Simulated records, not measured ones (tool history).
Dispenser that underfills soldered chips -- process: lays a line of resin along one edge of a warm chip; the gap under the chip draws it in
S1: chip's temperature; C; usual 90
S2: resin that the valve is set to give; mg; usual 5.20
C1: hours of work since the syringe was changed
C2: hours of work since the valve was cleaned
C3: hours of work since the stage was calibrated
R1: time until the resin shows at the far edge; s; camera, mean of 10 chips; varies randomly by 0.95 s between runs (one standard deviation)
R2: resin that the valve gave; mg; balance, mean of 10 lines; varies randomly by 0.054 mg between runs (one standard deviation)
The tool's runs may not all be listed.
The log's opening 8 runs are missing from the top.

| run | hour | S1 | S2 | C1 | C2 | C3 | R1 | R2 |
|---|---|---|---|---|---|---|---|---|
| 9 | 30.7 | 89 | 5.20 | 3 | 10 | 112 | 122.0 | 5.10 |
| 10 | 35.5 | 86 | 5.20 | 7 | 14 | 116 | 169.7 | 5.12 |
|  | 36.4 | new syringe of resin |
| 11 | 37.8 | 85 | 5.20 | 1 | 15 | 117 | 122.7 | 5.14 |
| 12 | 41.1 | 85 | 5.20 | 4 | 18 | 120 | 143.2 | 5.21 |
| 13 | 45.3 | 85 | 5.20 | 7 | 21 | 123 | 172.7 | 5.12 |
|  | 46.7 | new syringe of resin |
| 14 | 49.6 | 85 | 5.20 | 2 | 24 | 126 | 134.1 | 5.05 |
| 15 | 52.8 | 90 | 6.03 | 5 | 27 | 129 | 124.1 | 5.91 |
| 16 | 55.3 | 90 | 6.03 | 7 | 29 | 131 | 136.2 | 5.91 |
|  | 57.0 | new syringe of resin |
| 17 | 59.4 | 90 | 5.20 | 2 | 31 | 134 | 105.2 | 5.01 |
| 18 | 64.3 | 87 | 6.48 | 6 | 35 | 137 | 145.0 | 6.26 |
|  | 67.5 | new syringe of resin |
| 19 | 69.0 | 97 | 6.12 | 1 | 39 | 141 | 73.9 | 5.94 |
| 20 | 71.8 | 101 | 6.62 | 3 | 41 | 143 | 69.4 | 6.54 |
| 21 | 74.8 | 79 | 4.78 | 6 | 43 | 145 | 220.3 | 4.68 |
| 22 | 77.1 | 75 | 4.99 | 7 | 45 | 147 | 288.9 | 4.79 |
|  | 77.8 | new syringe of resin |
| 23 | 79.5 | 95 | 4.82 | 1 | 47 | 149 | 87.4 | 4.55 |
| 24 | 82.5 | 95 | 4.82 | 4 | 49 | 151 | 98.8 | 4.63 |
| 25 | 84.8 | 94 | 5.20 | 5 | 51 | 153 | 111.8 | 4.95 |
|  | 88.0 | new syringe of resin |
| 26 | 88.7 | 90 | 5.24 | 1 | 53 | 156 | 99.0 | 4.93 |
| 27 | 93.5 | 100 | 6.30 | 4 | 57 | 159 | 79.6 | 6.01 |
| 28 | 95.8 | 100 | 6.30 | 6 | 59 | 161 | 88.1 | 6.03 |
|  | 98.2 | new syringe of resin |
| 29 | 100.4 | 100 | 6.30 | 2 | 62 | 164 | 67.2 | 5.95 |
| 30 | 103.4 | 91 | 6.66 | 4 | 65 | 167 | 113.1 | 6.26 |
| 31 | 107.2 | 84 | 5.56 | 7 | 68 | 170 | 182.7 | 5.36 |
|  | 108.5 | new syringe of resin |
| 32 | 110.7 | 84 | 5.56 | 2 | 70 | 172 | 137.4 | 5.30 |
| 33 | 114.2 | 98 | 5.56 | 4 | 73 | 175 | 89.7 | 5.25 |

Alternative continuations, all from the tool just after run 33; predict every row:
|  | 118.7 | new syringe of resin |
| A | 118.7 | 90 | 4.67 | 0 | 76 | 178 | ? | ? |
|  | 118.7 | new syringe of resin |
| B | 118.7 | 98 | 5.09 | 0 | 76 | 178 | ? | ? |
|  | 118.7 | new syringe of resin |
| C | 118.7 | 100 | 6.21 | 0 | 76 | 178 | ? | ? |
|  | 118.7 | new syringe of resin |
| D | 118.7 | 93 | 5.63 | 0 | 76 | 178 | ? | ? |

| run | R1 | R2 |
|---|---|---|
| A | 102.2 | 4.35 |
| B | 69.9 | 4.80 |
| C | 62.7 | 5.79 |
| D | 84.4 | 5.30 |
Had the tool no hidden state, the same runs would have come out as:
| run | R1 | R2 |
|---|---|---|
| A | 93.6 | 4.66 |
| B | 64.7 | 5.13 |
| C | 58.9 | 6.20 |
| D | 78.6 | 5.68 |

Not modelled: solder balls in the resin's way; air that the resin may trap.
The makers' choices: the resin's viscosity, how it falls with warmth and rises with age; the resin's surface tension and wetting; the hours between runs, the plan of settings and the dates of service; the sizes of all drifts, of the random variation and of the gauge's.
